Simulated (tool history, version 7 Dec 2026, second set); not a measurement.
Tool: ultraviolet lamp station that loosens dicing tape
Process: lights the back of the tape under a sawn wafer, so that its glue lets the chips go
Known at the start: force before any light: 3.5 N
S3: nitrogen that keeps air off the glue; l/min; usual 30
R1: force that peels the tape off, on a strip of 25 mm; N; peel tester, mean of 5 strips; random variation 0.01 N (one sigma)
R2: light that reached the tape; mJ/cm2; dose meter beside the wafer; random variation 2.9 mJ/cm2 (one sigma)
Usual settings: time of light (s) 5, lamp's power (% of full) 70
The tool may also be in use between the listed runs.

run 1 hour=0.0 | time_of_light_(s)=5 lamp's_power_(%_of_full)=70 S3=30 | R1=0.460 R2=427
run 2 hour=25.7 | time_of_light_(s)=5 lamp's_power_(%_of_full)=70 S3=30 | R1=0.441 R2=427
run 3 hour=67.0 | time_of_light_(s)=5 lamp's_power_(%_of_full)=70 S3=30 | R1=0.431 R2=430
run 4 hour=86.7 | time_of_light_(s)=5 lamp's_power_(%_of_full)=70 S3=27 | R1=0.455 R2=421
run 5 hour=123.9 | time_of_light_(s)=5 lamp's_power_(%_of_full)=70 S3=27 | R1=0.458 R2=424
run 6 hour=164.4 | time_of_light_(s)=5 lamp's_power_(%_of_full)=70 S3=27 | R1=0.454 R2=427
run 7 hour=186.5 | time_of_light_(s)=5 lamp's_power_(%_of_full)=70 S3=27 | R1=0.473 R2=427
run 8 hour=203.3 | time_of_light_(s)=5 lamp's_power_(%_of_full)=70 S3=30 | R1=0.446 R2=426
run 9 hour=234.6 | time_of_light_(s)=5 lamp's_power_(%_of_full)=70 S3=30 | R1=0.451 R2=432
-- hour=238.5 window cleaned of glue's vapour
run 10 hour=268.2 | time_of_light_(s)=5 lamp's_power_(%_of_full)=70 S3=30 | R1=0.438 R2=421
run 11 hour=299.2 | time_of_light_(s)=5 lamp's_power_(%_of_full)=70 S3=30 | R1=0.445 R2=428
run 12 hour=318.3 | time_of_light_(s)=5 lamp's_power_(%_of_full)=70 S3=30 | R1=0.444 R2=426
run 13 hour=337.8 | time_of_light_(s)=5 lamp's_power_(%_of_full)=68 S3=30 | R1=0.480 R2=413
run 14 hour=376.6 | time_of_light_(s)=5 lamp's_power_(%_of_full)=68 S3=30 | R1=0.462 R2=412
run 15 hour=396.0 | time_of_light_(s)=5 lamp's_power_(%_of_full)=68 S3=30 | R1=0.474 R2=415
run 16 hour=416.7 | time_of_light_(s)=5 lamp's_power_(%_of_full)=68 S3=30 | R1=0.464 R2=410
run 17 hour=437.1 | time_of_light_(s)=5 lamp's_power_(%_of_full)=70 S3=30 | R1=0.451 R2=427
run 18 hour=465.2 | time_of_light_(s)=5 lamp's_power_(%_of_full)=70 S3=30 | R1=0.411 R2=429
run 19 hour=496.3 | time_of_light_(s)=5 lamp's_power_(%_of_full)=70 S3=30 | R1=0.450 R2=427
run 20 hour=536.1 | time_of_light_(s)=5 lamp's_power_(%_of_full)=70 S3=30 | R1=0.450 R2=425
run 21 hour=555.0 | time_of_light_(s)=5 lamp's_power_(%_of_full)=70 S3=16 | R1=0.602 R2=431
run 22 hour=584.0 | time_of_light_(s)=5 lamp's_power_(%_of_full)=70 S3=16 | R1=0.586 R2=425
run 23 hour=617.3 | time_of_light_(s)=8 lamp's_power_(%_of_full)=70 S3=30 | R1=0.272 R2=684
run 24 hour=643.9 | time_of_light_(s)=8 lamp's_power_(%_of_full)=70 S3=30 | R1=0.269 R2=690
run 25 hour=685.5 | time_of_light_(s)=5 lamp's_power_(%_of_full)=95 S3=30 | R1=0.304 R2=576
run 26 hour=711.0 | time_of_light_(s)=7 lamp's_power_(%_of_full)=70 S3=30 | R1=0.297 R2=598
run 27 hour=731.0 | time_of_light_(s)=7 lamp's_power_(%_of_full)=70 S3=30 | R1=0.304 R2=606
run 28 hour=764.4 | time_of_light_(s)=5 lamp's_power_(%_of_full)=70 S3=27 | R1=0.482 R2=424
run 29 hour=804.5 | time_of_light_(s)=5 lamp's_power_(%_of_full)=99 S3=22 | R1=0.334 R2=606
run 30 hour=832.9 | time_of_light_(s)=5 lamp's_power_(%_of_full)=70 S3=18 | R1=0.573 R2=431
run 31 hour=858.5 | time_of_light_(s)=7 lamp's_power_(%_of_full)=70 S3=16 | R1=0.396 R2=598
run 32 hour=897.5 | time_of_light_(s)=5 lamp's_power_(%_of_full)=92 S3=18 | R1=0.407 R2=561
run 33 hour=921.2 | time_of_light_(s)=5 lamp's_power_(%_of_full)=92 S3=18 | R1=0.384 R2=562
run 34 hour=945.5 | time_of_light_(s)=3 lamp's_power_(%_of_full)=72 S3=20 | R1=0.968 R2=263
run 35 hour=973.9 | time_of_light_(s)=5 lamp's_power_(%_of_full)=70 S3=36 | R1=0.427 R2=424
run 36 hour=998.0 | time_of_light_(s)=5 lamp's_power_(%_of_full)=70 S3=36 | R1=0.420 R2=429
run 37 hour=1026.0 | time_of_light_(s)=5 lamp's_power_(%_of_full)=70 S3=36 | R1=0.394 R2=426
-- hour=1039.0 window cleaned of glue's vapour
run 38 hour=1058.1 | time_of_light_(s)=5 lamp's_power_(%_of_full)=77 S3=36 | R1=0.377 R2=467
run 39 hour=1079.0 | time_of_light_(s)=5 lamp's_power_(%_of_full)=77 S3=36 | R1=0.378 R2=472
run 40 hour=1109.5 | time_of_light_(s)=3 lamp's_power_(%_of_full)=86 S3=14 | R1=0.946 R2=316
run 41 hour=1133.0 | time_of_light_(s)=5 lamp's_power_(%_of_full)=70 S3=28 | R1=0.474 R2=428
run 42 hour=1160.5 | time_of_light_(s)=6 lamp's_power_(%_of_full)=65 S3=25 | R1=0.420 R2=476
run 43 hour=1186.9 | time_of_light_(s)=4 lamp's_power_(%_of_full)=99 S3=39 | R1=0.347 R2=478

4 ways to go on from here, each from the tool as it stands after run 43. What would each give?
run A hour=1215.0 | time_of_light_(s)=6 lamp's_power_(%_of_full)=70 S3=30 | R1=? R2=?
run B hour=1215.0 | time_of_light_(s)=5 lamp's_power_(%_of_full)=70 S3=26 | R1=? R2=?
run C hour=1215.0 | time_of_light_(s)=3 lamp's_power_(%_of_full)=71 S3=10 | R1=? R2=?
run D hour=1215.0 | time_of_light_(s)=5 lamp's_power_(%_of_full)=76 S3=19 | R1=? R2=?

run=A R1=0.356 R2=513
run=B R1=0.474 R2=428
run=C R1=1.281 R2=260
run=D R1=0.500 R2=464
Without the tool's hidden state the same runs would have given:
run=A R1=0.355 R2=513
run=B R1=0.472 R2=428
run=C R1=1.279 R2=260
run=D R1=0.499 R2=465
